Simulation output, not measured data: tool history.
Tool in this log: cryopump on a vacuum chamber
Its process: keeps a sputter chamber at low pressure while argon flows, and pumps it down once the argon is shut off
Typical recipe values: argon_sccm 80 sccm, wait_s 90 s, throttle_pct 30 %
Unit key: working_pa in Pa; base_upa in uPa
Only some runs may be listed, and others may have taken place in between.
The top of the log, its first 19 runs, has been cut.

run	hour	argon_sccm	wait_s	throttle_pct	hours of work since the pump was warmed up and emptied	hours of work since the cold head was overhauled	hours of work since the chamber's fittings were tightened	working_pa	base_upa
20	674.8	43	90	31	466	466	977	0.1778	2.13
21	709.1	84	25	31	481	481	993	0.3461	3.41
22	763.2	80	41	42	506	506	1017	0.2455	2.84
23	808.8	35	204	28	526	526	1038	0.1586	1.87
24	835.3	35	204	28	538	538	1050	0.1590	1.93
25	879.2	35	204	28	558	558	1070	0.1592	1.97
26	939.8	35	204	28	585	585	1097	0.1583	1.99
27	981.4	35	204	28	604	604	1116	0.1599	1.99
28	1015.3	80	36	30	620	620	1131	0.3444	3.11
29	1043.8	138	90	18	632	632	1144	0.9701	2.38
30	1078.0	45	298	30	648	648	1160	0.1950	1.99
31	1130.3	71	90	30	672	672	1183	0.3081	2.47
32	1168.3	71	90	30	689	689	1200	0.3042	2.44
33	1225.6	103	90	41	715	715	1226	0.3313	2.47
34	1258.5	38	115	20	730	730	1241	0.2411	2.35
35	1285.0	100	41	30	742	742	1253	0.4341	3.23

Below are 3 alternative next runs, each starting from the tool's condition after run 35. Predict each:
A	1321.0	57	130	59	758	758	1269	?	?
B	1321.0	114	186	40	758	758	1269	?	?
C	1321.0	114	30	60	758	758	1269	?	?

run	working_pa	base_upa
A	0.1318	2.39
B	0.3770	2.25
C	0.2594	3.62
Had the tool no hidden state, the same runs would have come out as:
run	working_pa	base_upa
A	0.1207	0.56
B	0.3547	0.46
C	0.2371	1.79
